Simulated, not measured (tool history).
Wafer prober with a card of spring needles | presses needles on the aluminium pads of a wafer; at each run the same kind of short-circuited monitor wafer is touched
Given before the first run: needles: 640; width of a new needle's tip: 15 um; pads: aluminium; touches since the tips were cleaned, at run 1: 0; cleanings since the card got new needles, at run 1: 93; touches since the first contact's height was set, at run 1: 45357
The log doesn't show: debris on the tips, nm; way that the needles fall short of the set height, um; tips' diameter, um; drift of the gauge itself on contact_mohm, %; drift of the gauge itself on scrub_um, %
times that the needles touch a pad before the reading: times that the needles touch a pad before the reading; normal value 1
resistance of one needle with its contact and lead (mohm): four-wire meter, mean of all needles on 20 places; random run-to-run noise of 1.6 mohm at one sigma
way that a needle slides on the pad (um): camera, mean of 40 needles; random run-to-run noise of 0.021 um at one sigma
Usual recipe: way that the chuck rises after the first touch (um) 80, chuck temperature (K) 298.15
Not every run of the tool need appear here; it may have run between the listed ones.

run   hour  way that the chuck rises after the first touch (um)  chuck temperature (K)  times that the needles touch a pad before the reading  touches since the tips were cleaned  cleanings since the card got new needles  touches since the first contact's height was set  resistance of one needle with its contact and lead (mohm)  way that a needle slides on the pad (um)
  1    0.0                                                   80                 298.15                                                      1                                    0                                        93                                             45357                                                        156                                     21.01
       9.0  -- tips cleaned on abrasive film
      20.3  -- tips cleaned on abrasive film
      31.6  -- tips cleaned on abrasive film
      40.6  -- tips cleaned on abrasive film
      49.6  -- tips cleaned on abrasive film
      52.2  -- height of the first contact set anew
      61.2  -- tips cleaned on abrasive film
      72.5  -- tips cleaned on abrasive film
  2   72.6                                                   80                 298.15                                                      2                                  115                                       100                                             14197                                                        157                                     21.04
      81.7  -- tips cleaned on abrasive film
      92.9  -- tips cleaned on abrasive film
     102.0  -- tips cleaned on abrasive film
     113.2  -- tips cleaned on abrasive film
  3  116.7                                                   80                 298.15                                                      2                                 2427                                       104                                             44787                                                        172                                     21.01
     123.5  -- tips cleaned on abrasive film
     134.8  -- tips cleaned on abrasive film
     143.8  -- tips cleaned on abrasive film
     155.1  -- tips cleaned on abrasive film
  4  159.6                                                   80                 298.15                                                      2                                 3203                                       108                                             74588                                                        182                                     20.93
     164.2  -- tips cleaned on abrasive film
     169.0  -- height of the first contact set anew
     175.8  -- tips cleaned on abrasive film
     184.8  -- tips cleaned on abrasive film
     196.1  -- tips cleaned on abrasive film
     205.1  -- tips cleaned on abrasive film
     216.4  -- tips cleaned on abrasive film
     227.6  -- tips cleaned on abrasive film
     236.7  -- tips cleaned on abrasive film
  5  240.7                                                   80                 298.15                                                      3                                 2859                                       116                                             49796                                                        165                                     21.00
     247.5  -- tips cleaned on abrasive film
     256.6  -- tips cleaned on abrasive film
     267.8  -- tips cleaned on abrasive film
     279.1  -- tips cleaned on abrasive film
  6  279.5                                                   80                 298.15                                                      3                                  294                                       120                                             76688                                                        155                                     20.94
     286.5  -- height of the first contact set anew
     288.9  -- tips cleaned on abrasive film
     300.1  -- tips cleaned on abrasive film
     311.4  -- tips cleaned on abrasive film
     322.6  -- tips cleaned on abrasive film
     331.7  -- tips cleaned on abrasive film
     342.9  -- tips cleaned on abrasive film
     354.2  -- tips cleaned on abrasive film
  7  360.9                                                   80                 298.15                                                      2                                 4658                                       127                                             51596                                                        188                                     21.01
     365.4  -- tips cleaned on abrasive film
     374.5  -- tips cleaned on abrasive film
     385.7  -- tips cleaned on abrasive film
     394.8  -- tips cleaned on abrasive film
     404.0  -- height of the first contact set anew
     406.3  -- tips cleaned on abrasive film
  8  407.3                                                   80                 298.15                                                      2                                  661                                       132                                              2226                                                        163                                     21.08
     416.3  -- tips cleaned on abrasive film
     425.3  -- tips cleaned on abrasive film
     436.6  -- tips cleaned on abrasive film
     447.9  -- tips cleaned on abrasive film
     459.1  -- tips cleaned on abrasive film
     470.4  -- tips cleaned on abrasive film
  9  471.9                                                   80                 298.15                                                      2                                 1064                                       138                                             47100                                                        168                                     21.01
     480.9  -- tips cleaned on abrasive film
     492.2  -- tips cleaned on abrasive film
     503.5  -- tips cleaned on abrasive film
     512.5  -- tips cleaned on abrasive film
     521.7  -- height of the first contact set anew
     524.1  -- tips cleaned on abrasive film
     533.1  -- tips cleaned on abrasive film
     544.4  -- tips cleaned on abrasive film
 10  548.5                                                   80                 298.15                                                      2                                 2912                                       145                                             18558                                                        181                                     21.08
     555.3  -- tips cleaned on abrasive film
     566.6  -- tips cleaned on abrasive film
     577.9  -- tips cleaned on abrasive film
     589.1  -- tips cleaned on abrasive film
     600.4  -- tips cleaned on abrasive film
     611.5  -- tips cleaned on abrasive film
 11  611.5                                                   80                 298.15                                                      2                                    0                                       151                                             62229                                                        155                                     20.98
     620.5  -- tips cleaned on abrasive film
     631.8  -- tips cleaned on abrasive film
     638.8  -- height of the first contact set anew
     643.3  -- tips cleaned on abrasive film
     652.4  -- tips cleaned on abrasive film
     663.6  -- tips cleaned on abrasive film
 12  670.5                                                   80                 298.15                                                      2                                 4827                                       156                                             22037                                                        196                                     21.04
     672.9  -- tips cleaned on abrasive film
     684.1  -- tips cleaned on abrasive film
     695.4  -- tips cleaned on abrasive film
     706.7  -- tips cleaned on abrasive film
 13  711.6                                                   61                 298.15                                                      2                                 3492                                       160                                             50567                                                        211                                     15.98

Predict the results of run 14:
     716.2  -- tips cleaned on abrasive film
     727.5  -- tips cleaned on abrasive film
     738.7  -- tips cleaned on abrasive film
     750.0  -- tips cleaned on abrasive film
     757.0  -- height of the first contact set anew
 14  757.2                                                   70                 330.15                                                      2                                 4823                                       164                                               129                                                          ?                                         ?

{"run 14": {"resistance of one needle with its contact and lead (mohm)": 216, "way that a needle slides on the pad (um)": 18.47}}
The same run, on a tool lacking any hidden state, would have yielded resistance of one needle with its contact and lead (mohm) 158, way that a needle slides on the pad (um) 18.47.
